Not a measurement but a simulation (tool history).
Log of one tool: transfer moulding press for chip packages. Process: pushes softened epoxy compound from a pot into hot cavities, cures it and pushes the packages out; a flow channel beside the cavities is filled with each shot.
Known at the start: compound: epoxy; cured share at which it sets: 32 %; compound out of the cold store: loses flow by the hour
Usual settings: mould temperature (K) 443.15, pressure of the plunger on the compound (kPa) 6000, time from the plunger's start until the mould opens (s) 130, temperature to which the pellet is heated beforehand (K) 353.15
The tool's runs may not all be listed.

run	day	mould temperature (K)	pressure of the plunger on the compound (kPa)	time from the plunger's start until the mould opens (s)	temperature to which the pellet is heated beforehand (K)	incoming compound's hours out of the cold store	length that the compound runs in the flow channel (mm)	greatest force on the pins that push the packages out (N)
1	0	443.15	6000	130	353.15	20.8	596	636
2	0.567	443.15	6000	130	353.15	42.8	550	670
3	1.333	443.15	6000	130	356.15	38.1	558	771
4	2.3	443.15	6000	130	353.15	9.9	616	905
# day 2.512: cavities cleaned with cleaning compound and waxed
5	3.221	443.15	6000	130	353.15	11.3	624	705
6	3.875	443.15	6000	130	356.15	28.2	574	746
7	4.346	443.15	4720	130	353.15	39.3	488	783
8	5.246	443.15	6000	130	353.15	12.7	598	856
# day 5.521: cavities cleaned with cleaning compound and waxed
9	5.867	443.15	6000	130	353.15	41.9	538	566
10	6.733	443.15	6000	130	353.15	24.2	569	724
11	7.554	443.15	6000	130	353.15	12.8	586	849
12	8.092	438.15	6000	142	343.15	40	555	994
# day 8.5: cavities cleaned with cleaning compound and waxed
13	8.758	438.15	6000	142	343.15	37.8	556	706
14	9.325	451.15	6830	130	350.15	32.9	556	531

The next listed run, before its measurement:
15	10.029	443.15	6000	130	361.15	43.9	?	?

length that the compound runs in the flow channel (mm): 532
greatest force on the pins that push the packages out (N): 716
Without the tool's hidden state the same run would have given length that the compound runs in the flow channel (mm) 571, greatest force on the pins that push the packages out (N) 498.

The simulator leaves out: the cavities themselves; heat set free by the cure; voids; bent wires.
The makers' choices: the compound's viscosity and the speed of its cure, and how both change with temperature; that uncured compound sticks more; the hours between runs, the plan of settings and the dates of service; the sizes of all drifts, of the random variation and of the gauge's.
